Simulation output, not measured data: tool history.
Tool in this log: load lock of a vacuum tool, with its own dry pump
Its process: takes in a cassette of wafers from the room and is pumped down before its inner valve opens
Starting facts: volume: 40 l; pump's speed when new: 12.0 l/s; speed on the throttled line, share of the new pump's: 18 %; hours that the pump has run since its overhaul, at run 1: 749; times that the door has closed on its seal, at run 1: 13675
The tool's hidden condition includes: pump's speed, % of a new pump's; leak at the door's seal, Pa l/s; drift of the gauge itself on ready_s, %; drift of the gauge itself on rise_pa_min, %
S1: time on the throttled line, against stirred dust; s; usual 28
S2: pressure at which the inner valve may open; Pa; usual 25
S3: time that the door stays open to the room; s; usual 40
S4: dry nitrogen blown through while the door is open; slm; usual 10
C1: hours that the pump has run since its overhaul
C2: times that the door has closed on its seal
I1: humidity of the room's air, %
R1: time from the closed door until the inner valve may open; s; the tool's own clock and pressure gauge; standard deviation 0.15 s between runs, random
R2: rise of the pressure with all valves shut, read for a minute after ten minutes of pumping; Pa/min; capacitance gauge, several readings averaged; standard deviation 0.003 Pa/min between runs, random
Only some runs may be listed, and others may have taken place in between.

{"run": 1, "hour": 0.0, "S1": 28, "S2": 25, "S3": 40, "S4": 10, "C1": 749, "C2": 13675, "I1": 46.5, "R1": 51.0, "R2": 0.048}
{"run": 2, "hour": 350.2, "S1": 28, "S2": 49, "S3": 40, "S4": 10, "C1": 1099, "C2": 15333, "I1": 40.1, "R1": 49.1, "R2": 0.052}
{"run": 3, "hour": 675.9, "S1": 28, "S2": 34, "S3": 40, "S4": 10, "C1": 1425, "C2": 16875, "I1": 48.6, "R1": 49.9, "R2": 0.057}
{"run": 4, "hour": 901.8, "S1": 28, "S2": 33, "S3": 40, "S4": 10, "C1": 1651, "C2": 17945, "I1": 47.0, "R1": 50.5, "R2": 0.063}
{"run": 5, "hour": 1230.0, "S1": 28, "S2": 33, "S3": 40, "S4": 10, "C1": 1979, "C2": 19499, "I1": 43.1, "R1": 50.2, "R2": 0.065}
{"run": 6, "hour": 1437.3, "S1": 28, "S2": 33, "S3": 40, "S4": 10, "C1": 2186, "C2": 20480, "I1": 46.6, "R1": 50.1, "R2": 0.066}
{"run": 7, "hour": 1660.4, "S1": 28, "S2": 25, "S3": 40, "S4": 10, "C1": 2409, "C2": 21537, "I1": 47.0, "R1": 50.9, "R2": 0.072}
{"run": 8, "hour": 1997.2, "S1": 28, "S2": 43, "S3": 40, "S4": 10, "C1": 2746, "C2": 23132, "I1": 43.8, "R1": 49.1, "R2": 0.07}
{"run": 9, "hour": 2231.1, "S1": 28, "S2": 43, "S3": 40, "S4": 10, "C1": 2980, "C2": 24239, "I1": 44.1, "R1": 49.5, "R2": 0.076}
{"run": 10, "hour": 2489.0, "S1": 28, "S2": 43, "S3": 40, "S4": 10, "C1": 3238, "C2": 25461, "I1": 48.0, "R1": 49.5, "R2": 0.083}
{"run": 11, "hour": 2702.4, "S1": 28, "S2": 43, "S3": 40, "S4": 10, "C1": 3451, "C2": 26471, "I1": 46.1, "R1": 49.4, "R2": 0.077}
{"run": 12, "hour": 2924.5, "S1": 28, "S2": 43, "S3": 40, "S4": 10, "C1": 3673, "C2": 27523, "I1": 45.0, "R1": 49.4, "R2": 0.085}
{"run": 13, "hour": 3360.0, "S1": 28, "S2": 33, "S3": 40, "S4": 10, "C1": 4109, "C2": 29585, "I1": 44.1, "R1": 50.2, "R2": 0.089}
{"run": 14, "hour": 3776.2, "S1": 28, "S2": 25, "S3": 40, "S4": 10, "C1": 4525, "C2": 31556, "I1": 45.6, "R1": 51.1, "R2": 0.093}
{"run": 15, "hour": 4137.9, "S1": 28, "S2": 25, "S3": 52, "S4": 10, "C1": 4887, "C2": 33269, "I1": 44.5, "R1": 51.6, "R2": 0.104}
{"run": 16, "hour": 4453.7, "S1": 28, "S2": 25, "S3": 52, "S4": 10, "C1": 5202, "C2": 34764, "I1": 44.8, "R1": 51.8, "R2": 0.109}
{"run": 17, "hour": 4868.8, "S1": 28, "S2": 19, "S3": 52, "S4": 10, "C1": 5618, "C2": 36729, "I1": 47.2, "R1": 52.5, "R2": 0.12}
{"run": 18, "hour": 5095.4, "S1": 28, "S2": 19, "S3": 52, "S4": 10, "C1": 5844, "C2": 37802, "I1": 45.6, "R1": 52.4, "R2": 0.12}
{"run": 19, "hour": 5317.6, "S1": 28, "S2": 25, "S3": 40, "S4": 10, "C1": 6066, "C2": 38854, "I1": 46.4, "R1": 51.7, "R2": 0.122}
{"run": 20, "hour": 5630.9, "S1": 33, "S2": 25, "S3": 40, "S4": 4, "C1": 6380, "C2": 40338, "I1": 46.3, "R1": 55.9, "R2": 0.133}
{"run": 21, "hour": 5847.4, "S1": 33, "S2": 25, "S3": 40, "S4": 4, "C1": 6596, "C2": 41363, "I1": 46.3, "R1": 55.7, "R2": 0.139}
{"run": 22, "hour": 6063.8, "S1": 33, "S2": 25, "S3": 40, "S4": 4, "C1": 6813, "C2": 42388, "I1": 42.5, "R1": 55.4, "R2": 0.136}
{"run": 23, "hour": 6326.0, "S1": 48, "S2": 50, "S3": 43, "S4": 10, "C1": 7075, "C2": 43629, "I1": 42.6, "R1": 65.2, "R2": 0.142}
{"run": 24, "hour": 6729.2, "S1": 28, "S2": 19, "S3": 39, "S4": 10, "C1": 7478, "C2": 45538, "I1": 41.2, "R1": 52.7, "R2": 0.142}
{"run": 25, "hour": 7056.5, "S1": 34, "S2": 42, "S3": 118, "S4": 10, "C1": 7805, "C2": 47088, "I1": 45.6, "R1": 54.7, "R2": 0.162}
{"run": 26, "hour": 7423.0, "S1": 34, "S2": 42, "S3": 118, "S4": 10, "C1": 8172, "C2": 48824, "I1": 46.3, "R1": 54.7, "R2": 0.18}
{"run": 27, "hour": 7720.6, "S1": 49, "S2": 42, "S3": 118, "S4": 22, "C1": 8469, "C2": 50233, "I1": 44.0, "R1": 66.9, "R2": 0.171}
{"run": 28, "hour": 8094.0, "S1": 31, "S2": 22, "S3": 33, "S4": 8, "C1": 8843, "C2": 52001, "I1": 45.3, "R1": 54.5, "R2": 0.175}
{"run": 29, "hour": 8501.6, "S1": 29, "S2": 31, "S3": 125, "S4": 19, "C1": 9250, "C2": 53931, "I1": 49.2, "R1": 52.1, "R2": 0.197}

Expected results for the next run?
{"run": 30, "hour": 8881.0, "S1": 29, "S2": 31, "S3": 125, "S4": 19, "C1": 9630, "C2": 55728, "I1": 48.1, "R1": "?", "R2": "?"}

R1: 52.1 s
R2: 0.204 Pa/min
Were there no unlogged condition in the tool, this run, its random variation unchanged, would have produced R1 51.0 s, R2 0.043 Pa/min.
